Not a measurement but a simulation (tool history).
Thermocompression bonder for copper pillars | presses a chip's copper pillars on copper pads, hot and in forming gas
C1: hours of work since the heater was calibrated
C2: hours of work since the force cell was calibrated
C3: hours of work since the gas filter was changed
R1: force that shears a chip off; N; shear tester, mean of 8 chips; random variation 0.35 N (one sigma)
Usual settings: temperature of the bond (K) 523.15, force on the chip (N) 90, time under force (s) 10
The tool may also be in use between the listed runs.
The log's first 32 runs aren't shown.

At day 12: force cell calibrated, once more.
Run 33, day 12.429: usual settings but temperature of the bond (K) 501.15, force on the chip (N) 75, time under force (s) 8; C1 1029; C2 7; C3 55. Result: R1 23.8 N.
Run 34, day 12.871: usual settings but temperature of the bond (K) 495.15, force on the chip (N) 102; C1 1036; C2 14; C3 62. Result: R1 29.7 N.
Run 35, day 13.358: usual settings but temperature of the bond (K) 495.15, force on the chip (N) 102; C1 1044; C2 23; C3 70. Result: R1 29.5 N.
Run 36, day 13.788: usual settings but temperature of the bond (K) 512.15, force on the chip (N) 113, time under force (s) 6; C1 1051; C2 30; C3 77. Result: R1 32.8 N.
Run 37, day 14.2: usual settings but temperature of the bond (K) 512.15, force on the chip (N) 113, time under force (s) 6; C1 1058; C2 37; C3 84. Result: R1 32.1 N.
Run 38, day 14.65: usual settings but temperature of the bond (K) 539.15; C1 1066; C2 44; C3 92. Result: R1 45.4 N.
Run 39, day 15.104: usual settings but temperature of the bond (K) 519.15, force on the chip (N) 129, time under force (s) 13; C1 1073; C2 52; C3 99. Result: R1 48.9 N.
Run 40, day 15.571: usual settings but force on the chip (N) 89; C1 1081; C2 59; C3 107. Result: R1 38.4 N.
Run 41, day 15.908: usual settings but force on the chip (N) 89; C1 1087; C2 65; C3 113. Result: R1 38.1 N.

3 ways to go on from here, each from the tool as it stands after run 41. What would each give?
Run A, day 16.254: usual settings but force on the chip (N) 67; C1 1092; C2 71; C3 118. Result: R1 ?.
Run B, day 16.254: usual settings but force on the chip (N) 68; C1 1092; C2 71; C3 118. Result: R1 ?.
Run C, day 16.254: usual settings but temperature of the bond (K) 530.15, force on the chip (N) 86, time under force (s) 12; C1 1092; C2 71; C3 118. Result: R1 ?.

run    R1
  A  32.1
  B  32.2
  C    42
Without the tool's hidden state the same runs would have given:
run    R1
  A  28.5
  B  28.6
  C    38

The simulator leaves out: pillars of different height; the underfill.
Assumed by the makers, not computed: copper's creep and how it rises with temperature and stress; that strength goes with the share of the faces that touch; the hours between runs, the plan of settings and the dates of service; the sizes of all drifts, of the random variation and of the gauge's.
